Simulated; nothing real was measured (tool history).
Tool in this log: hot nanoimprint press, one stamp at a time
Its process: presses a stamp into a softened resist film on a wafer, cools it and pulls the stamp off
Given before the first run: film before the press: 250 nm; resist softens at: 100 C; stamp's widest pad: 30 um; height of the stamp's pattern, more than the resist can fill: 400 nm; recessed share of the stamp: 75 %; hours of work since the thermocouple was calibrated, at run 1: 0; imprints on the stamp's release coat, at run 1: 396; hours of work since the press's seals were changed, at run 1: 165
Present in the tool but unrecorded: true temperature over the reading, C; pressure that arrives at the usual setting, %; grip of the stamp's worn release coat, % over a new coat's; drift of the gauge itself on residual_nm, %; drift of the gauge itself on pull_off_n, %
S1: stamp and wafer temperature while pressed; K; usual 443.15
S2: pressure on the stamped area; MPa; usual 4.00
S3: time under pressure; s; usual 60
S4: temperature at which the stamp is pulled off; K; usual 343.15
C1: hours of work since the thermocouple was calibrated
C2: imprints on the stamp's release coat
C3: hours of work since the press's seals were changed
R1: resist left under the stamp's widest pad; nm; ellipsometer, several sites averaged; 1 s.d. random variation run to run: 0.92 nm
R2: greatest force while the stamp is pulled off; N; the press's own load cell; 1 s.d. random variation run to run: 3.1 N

| run | day | S1 | S2 | S3 | S4 | C1 | C2 | C3 | R1 | R2 |
|---|---|---|---|---|---|---|---|---|---|---|
| 1 | 0.000 | 443.15 | 4.00 | 60 | 343.15 | 0 | 396 | 165 | 129.4 | 176 |
| 2 | 0.367 | 443.15 | 4.00 | 60 | 345.15 | 7 | 426 | 172 | 130.2 | 177 |
| 3 | 0.571 | 443.15 | 4.00 | 60 | 345.15 | 11 | 443 | 176 | 129.9 | 181 |
| 4 | 0.929 | 443.15 | 4.00 | 60 | 345.15 | 17 | 473 | 182 | 128.7 | 173 |
| 5 | 1.212 | 443.15 | 3.97 | 60 | 343.15 | 23 | 496 | 188 | 130.3 | 178 |
| 6 | 1.629 | 443.15 | 4.00 | 60 | 343.15 | 31 | 531 | 196 | 128.3 | 187 |
| 7 | 1.996 | 443.15 | 4.00 | 60 | 343.15 | 38 | 561 | 203 | 128.5 | 194 |
| 8 | 2.279 | 443.15 | 4.00 | 60 | 343.15 | 43 | 585 | 208 | 127.4 | 189 |
| 9 | 2.600 | 443.15 | 4.00 | 60 | 343.15 | 49 | 611 | 214 | 128.6 | 193 |
| 10 | 3.025 | 443.15 | 4.00 | 60 | 337.15 | 57 | 646 | 222 | 128.8 | 209 |
| 11 | 3.296 | 443.15 | 4.00 | 60 | 337.15 | 62 | 668 | 227 | 129.8 | 203 |
| 12 | 3.525 | 443.15 | 4.00 | 60 | 337.15 | 66 | 687 | 231 | 128.3 | 206 |
|  | 3.683 | plate thermocouple calibrated |
| 13 | 3.946 | 443.15 | 4.00 | 60 | 337.15 | 5 | 712 | 237 | 127.9 | 208 |
| 14 | 4.279 | 443.15 | 4.00 | 60 | 337.15 | 11 | 739 | 243 | 125.2 | 212 |
| 15 | 4.496 | 435.15 | 2.48 | 39 | 343.15 | 15 | 757 | 247 | 209.3 | 194 |
| 16 | 4.688 | 454.15 | 2.91 | 67 | 343.15 | 19 | 773 | 251 | 93.4 | 190 |
|  | 5.017 | plate thermocouple calibrated, once more |
| 17 | 5.171 | 454.15 | 5.09 | 42 | 335.15 | 3 | 803 | 257 | 86.2 | 218 |
| 18 | 5.417 | 454.15 | 5.09 | 42 | 332.15 | 8 | 823 | 262 | 87.1 | 214 |
| 19 | 5.812 | 454.15 | 5.09 | 42 | 332.15 | 15 | 856 | 270 | 86.5 | 229 |
| 20 | 6.096 | 454.15 | 5.09 | 42 | 332.15 | 20 | 879 | 275 | 86.4 | 221 |
| 21 | 6.288 | 454.15 | 5.09 | 73 | 332.15 | 24 | 895 | 278 | 67.8 | 228 |
| 22 | 6.500 | 448.15 | 5.16 | 60 | 343.15 | 28 | 912 | 282 | 93.4 | 220 |
| 23 | 6.929 | 435.15 | 3.46 | 60 | 329.15 | 36 | 948 | 291 | 177.6 | 231 |
|  | 7.204 | stamp cleaned and given a new release coat |
| 24 | 7.417 | 444.15 | 3.46 | 40 | 329.15 | 40 | 18 | 295 | 150.3 | 170 |
| 25 | 7.642 | 443.15 | 3.47 | 52 | 343.15 | 45 | 36 | 299 | 141.4 | 154 |

Predict each of these 4 candidate next runs independently; none follows another, all start after run 25:
| A | 7.829 | 443.15 | 2.82 | 77 | 343.15 | 48 | 51 | 303 | ? | ? |
| B | 7.829 | 443.15 | 3.47 | 51 | 330.15 | 48 | 51 | 303 | ? | ? |
| C | 7.829 | 439.15 | 3.47 | 52 | 343.15 | 48 | 51 | 303 | ? | ? |
| D | 7.829 | 441.15 | 4.32 | 52 | 328.15 | 48 | 51 | 303 | ? | ? |

| run | R1 | R2 |
|---|---|---|
| A | 134.5 | 147 |
| B | 143.1 | 168 |
| C | 161.6 | 154 |
| D | 140.3 | 175 |
Stripped of hidden state, with their random variation kept, the same runs would have yielded:
| run | R1 | R2 |
|---|---|---|
| A | 135.9 | 145 |
| B | 144.3 | 165 |
| C | 162.9 | 151 |
| D | 141.3 | 172 |
